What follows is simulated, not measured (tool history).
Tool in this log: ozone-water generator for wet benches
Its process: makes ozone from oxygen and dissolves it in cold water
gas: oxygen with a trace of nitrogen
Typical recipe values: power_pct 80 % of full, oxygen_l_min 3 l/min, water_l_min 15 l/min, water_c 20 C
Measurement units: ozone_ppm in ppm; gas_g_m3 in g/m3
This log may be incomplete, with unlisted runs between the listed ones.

run,hour,power_pct,oxygen_l_min,water_l_min,water_c,ozone_ppm,gas_g_m3
1,0,80,3,15,20,25.2,270.3
2,50.4,80,3,15,20,25.1,266
3,131,80,3,15,20,25.3,269.3
4,193.7,80,2.39,15,20,24.4,300.3
5,256.3,80,2.39,15,20,24.6,302.8
6,343.7,80,2.39,15,20,24.5,300.5
7,385.4,80,3,17,22,21.6,268.2
# hour 396.8: contactor cleaned
# hour 439.2: water thermometer calibrated
8,445.7,97,3.6,19,23,20.9,266.9
9,530.8,81,1.53,13,23,24.8,379.8
10,612.2,81,1.53,13,23,25,381.5

What if the next run were any one of these 3? Each begins from the tool's condition after run 10:
# hour 649: contactor cleaned, once more
A,685.7,80,4.51,19,20,?,?
# hour 649: contactor cleaned, once more
B,685.7,60,1.53,13,23,?,?
# hour 649: contactor cleaned, once more
C,685.7,81,1.53,16,23,?,?

run,ozone_ppm,gas_g_m3
A,22.1,213.8
B,23.3,332.3
C,22.1,380
What these runs would have given with no unlogged condition in the tool:
run,ozone_ppm,gas_g_m3
A,23.7,227.9
B,24.7,351.1
C,23.7,405.2
